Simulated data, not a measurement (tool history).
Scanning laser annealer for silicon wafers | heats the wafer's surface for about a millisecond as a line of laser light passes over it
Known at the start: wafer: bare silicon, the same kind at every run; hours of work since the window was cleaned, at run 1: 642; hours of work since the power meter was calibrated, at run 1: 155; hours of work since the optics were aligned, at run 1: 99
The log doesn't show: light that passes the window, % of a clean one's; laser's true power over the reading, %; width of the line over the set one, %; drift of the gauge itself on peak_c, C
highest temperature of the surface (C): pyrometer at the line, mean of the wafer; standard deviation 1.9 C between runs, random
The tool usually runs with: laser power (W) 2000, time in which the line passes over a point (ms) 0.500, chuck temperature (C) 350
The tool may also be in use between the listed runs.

run	hour	laser power (W)	time in which the line passes over a point (ms)	chuck temperature (C)	hours of work since the window was cleaned	hours of work since the power meter was calibrated	hours of work since the optics were aligned	highest temperature of the surface (C)
1	0.0	2000	0.500	350	642	155	99	1166
2	6.0	2000	0.500	350	644	158	102	1165
3	14.8	2000	0.447	350	648	161	105	1121
4	25.5	2000	0.447	350	652	166	110	1121
5	35.8	2000	0.447	350	656	170	114	1120
6	44.8	2000	0.447	350	660	173	118	1119
7	54.5	2000	0.447	350	664	177	121	1121
8	64.6	2000	0.447	350	668	182	126	1119
9	70.5	2000	0.447	350	670	184	128	1122
10	79.8	2030	0.500	350	674	188	132	1182
11	85.5	1900	0.500	350	676	190	134	1116
12	92.0	1900	0.500	350	679	193	137	1112
13	97.8	1900	0.500	350	681	195	139	1112
14	105.9	1890	0.424	350	684	198	142	1048
15	117.1	1890	0.424	350	689	203	147	1046
16	125.9	2000	0.513	350	693	206	150	1178
17	132.0	2000	0.513	350	695	209	153	1178
18	141.8	2000	0.391	350	699	213	157	1067
19	150.8	2000	0.391	350	703	216	160	1067
20	157.5	2199	0.500	350	705	219	163	1270
21	165.0	1742	0.363	350	708	222	166	928
22	175.8	1921	0.500	365	713	227	171	1140
23	186.0	2093	0.500	364	717	231	175	1225
24	194.1	2093	0.531	326	720	234	178	1219
25	200.5	2000	0.500	382	723	237	181	1197

Consider 4 possible next runs. They are alternatives, not a sequence: every one starts from the tool as it was left by run 25. What does each give?
A	210.7	1938	0.533	382	727	241	185	?
B	210.7	1876	0.611	350	727	241	185	?
C	210.7	2000	0.500	351	727	241	185	?
D	210.7	2125	0.587	326	727	241	185	?

run	highest temperature of the surface (C)
A	1192
B	1187
C	1168
D	1283
Without the tool's hidden state the same runs would have given:
run	highest temperature of the surface (C)
A	1193
B	1188
C	1168
D	1284

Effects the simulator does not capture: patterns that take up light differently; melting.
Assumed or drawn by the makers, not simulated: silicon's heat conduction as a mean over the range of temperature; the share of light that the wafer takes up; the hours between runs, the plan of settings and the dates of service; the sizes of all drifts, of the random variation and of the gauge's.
